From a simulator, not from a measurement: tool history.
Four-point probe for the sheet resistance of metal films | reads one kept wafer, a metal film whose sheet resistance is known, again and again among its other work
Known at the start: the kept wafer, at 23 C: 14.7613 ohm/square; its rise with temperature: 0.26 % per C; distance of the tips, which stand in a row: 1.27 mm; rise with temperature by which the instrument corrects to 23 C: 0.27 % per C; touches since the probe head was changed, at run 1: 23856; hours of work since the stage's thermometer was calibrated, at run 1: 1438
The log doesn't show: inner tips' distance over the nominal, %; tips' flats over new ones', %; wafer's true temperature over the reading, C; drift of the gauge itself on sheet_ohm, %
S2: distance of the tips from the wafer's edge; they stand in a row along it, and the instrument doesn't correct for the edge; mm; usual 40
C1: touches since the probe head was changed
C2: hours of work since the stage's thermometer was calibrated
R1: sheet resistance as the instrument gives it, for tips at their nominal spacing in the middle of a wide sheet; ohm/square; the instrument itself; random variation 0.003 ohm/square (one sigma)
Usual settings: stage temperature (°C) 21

Run 1, day 0: usual settings; C1 23856; C2 1438. Result: R1 14.724743 ohm/square.
Run 2, day 0.562: usual settings; C1 24423; C2 1446. Result: R1 14.726759 ohm/square.
Run 3, day 0.954: usual settings; C1 24816; C2 1452. Result: R1 14.725704 ohm/square.
Run 4, day 1.242: usual settings; C1 25108; C2 1456. Result: R1 14.732407 ohm/square.
Run 5, day 1.512: usual settings; C1 25381; C2 1460. Result: R1 14.726584 ohm/square.
Run 6, day 2.104: usual settings but S2 7 mm; C1 25974; C2 1468. Result: R1 14.978304 ohm/square.
Run 7, day 2.446: usual settings but stage temperature (°C) 22; C1 26320; C2 1473. Result: R1 14.728003 ohm/square.
At day 2.5: stage's thermometer calibrated.
Run 8, day 3.1: usual settings but stage temperature (°C) 20; C1 26955; C2 9. Result: R1 14.728186 ohm/square.
Run 9, day 3.408: usual settings but stage temperature (°C) 24, S2 7 mm; C1 27267; C2 13. Result: R1 14.964013 ohm/square.
Run 10, day 3.804: usual settings but stage temperature (°C) 24, S2 7 mm; C1 27665; C2 19. Result: R1 14.963692 ohm/square.
Run 11, day 4.208: usual settings but stage temperature (°C) 32, S2 72 mm; C1 28070; C2 25. Result: R1 14.701984 ohm/square.
Run 12, day 4.762: usual settings but S2 38 mm; C1 28627; C2 33. Result: R1 14.722818 ohm/square.
Run 13, day 5.254: usual settings but stage temperature (°C) 32, S2 12 mm; C1 29122; C2 40. Result: R1 14.784013 ohm/square.
At day 5.329: stage's thermometer calibrated, once more.
Run 14, day 5.896: usual settings but stage temperature (°C) 20, S2 37 mm; C1 29749; C2 8. Result: R1 14.747475 ohm/square.
Run 15, day 6.162: usual settings but stage temperature (°C) 30, S2 31 mm; C1 30018; C2 12. Result: R1 14.729217 ohm/square.

Forecast each of these 5 alternatives for the next run:
Run A, day 6.771: usual settings but stage temperature (°C) 34, S2 3 mm; C1 30628; C2 21. Result: R1 ?.
Run B, day 6.771: usual settings but stage temperature (°C) 19, S2 6 mm; C1 30628; C2 21. Result: R1 ?.
Run C, day 6.771: usual settings but stage temperature (°C) 28, S2 20 mm; C1 30628; C2 21. Result: R1 ?.
Run D, day 6.771: usual settings but stage temperature (°C) 30, S2 5 mm; C1 30628; C2 21. Result: R1 ?.
Run E, day 6.771: usual settings but stage temperature (°C) 33; C1 30628; C2 21. Result: R1 ?.

run         R1
  A  15.995091
  B  15.081328
  C     14.751
  D  15.209904
  E  14.722937
Without the tool's hidden state the same runs would have given:
run         R1
  A  16.031406
  B  15.115738
  C   14.78473
  D  15.244597
  E  14.756614
